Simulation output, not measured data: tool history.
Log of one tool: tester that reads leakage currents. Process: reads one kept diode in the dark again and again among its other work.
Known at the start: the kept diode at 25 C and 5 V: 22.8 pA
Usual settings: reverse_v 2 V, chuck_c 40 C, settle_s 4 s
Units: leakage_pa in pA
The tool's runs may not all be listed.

| run | hour | reverse_v | chuck_c | settle_s | leakage_pa |
|---|---|---|---|---|---|
| 1 | 0 | 2 | 40 | 4 | 50.97 |
| 2 | 102.8 | 2 | 40 | 4 | 50.83 |
| 3 | 197 | 2 | 40 | 4 | 50.34 |
| 4 | 342.8 | 1.08 | 40 | 4 | 40.07 |
| 5 | 476.1 | 1.08 | 40 | 4 | 40.43 |
| 6 | 614.7 | 1.08 | 40 | 4 | 40.07 |
| 7 | 754 | 1.08 | 28 | 4 | 17.63 |
| 8 | 884.9 | 1.08 | 28 | 4 | 17.81 |
| 9 | 963.6 | 1.08 | 28 | 4 | 17.75 |
| 10 | 1031.2 | 2 | 44 | 4 | 65.56 |
| 11 | 1186.4 | 2 | 44 | 4 | 65.39 |
| 12 | 1345 | 2 | 44 | 4 | 65.26 |
| 13 | 1495.2 | 2 | 40 | 4 | 50.23 |
| 14 | 1619.7 | 2 | 22 | 4 | 15.74 |
| 15 | 1686.5 | 2 | 22 | 4 | 15.73 |
| 16 | 1783.1 | 7.8 | 44 | 4.71 | 112.18 |
| 17 | 1865 | 2 | 40 | 0.33 | 52.28 |
| 18 | 2018.1 | 2 | 40 | 0.33 | 52.24 |
| 19 | 2146.8 | 1.11 | 40 | 4 | 39.99 |
| 20 | 2279.2 | 1.11 | 40 | 4 | 39.73 |
| 21 | 2389.3 | 1.11 | 40 | 4 | 39.89 |
| 22 | 2472.8 | 1.5 | 35 | 0.36 | 33.51 |
| 23 | 2543.3 | 3.12 | 40 | 4 | 59.69 |
| 24 | 2649 | 2 | 30 | 0.32 | 28.42 |
| 25 | 2774.3 | 2 | 37 | 4.77 | 41.21 |

Forecast each of these 3 alternatives for the next run:
|  | 2789.3 | chuck's temperature calibrated |
| A | 2898.4 | 1.32 | 40 | 4 | ? |
|  | 2789.3 | chuck's temperature calibrated |
| B | 2898.4 | 2 | 52 | 0.4 | ? |
|  | 2789.3 | chuck's temperature calibrated |
| C | 2898.4 | 3.84 | 29 | 1.17 | ? |

| run | leakage_pa |
|---|---|
| A | 44.9 |
| B | 114.21 |
| C | 36.44 |
Without the tool's hidden state the same runs would have given:
| run | leakage_pa |
|---|---|
| A | 42.86 |
| B | 111.55 |
| C | 29.52 |

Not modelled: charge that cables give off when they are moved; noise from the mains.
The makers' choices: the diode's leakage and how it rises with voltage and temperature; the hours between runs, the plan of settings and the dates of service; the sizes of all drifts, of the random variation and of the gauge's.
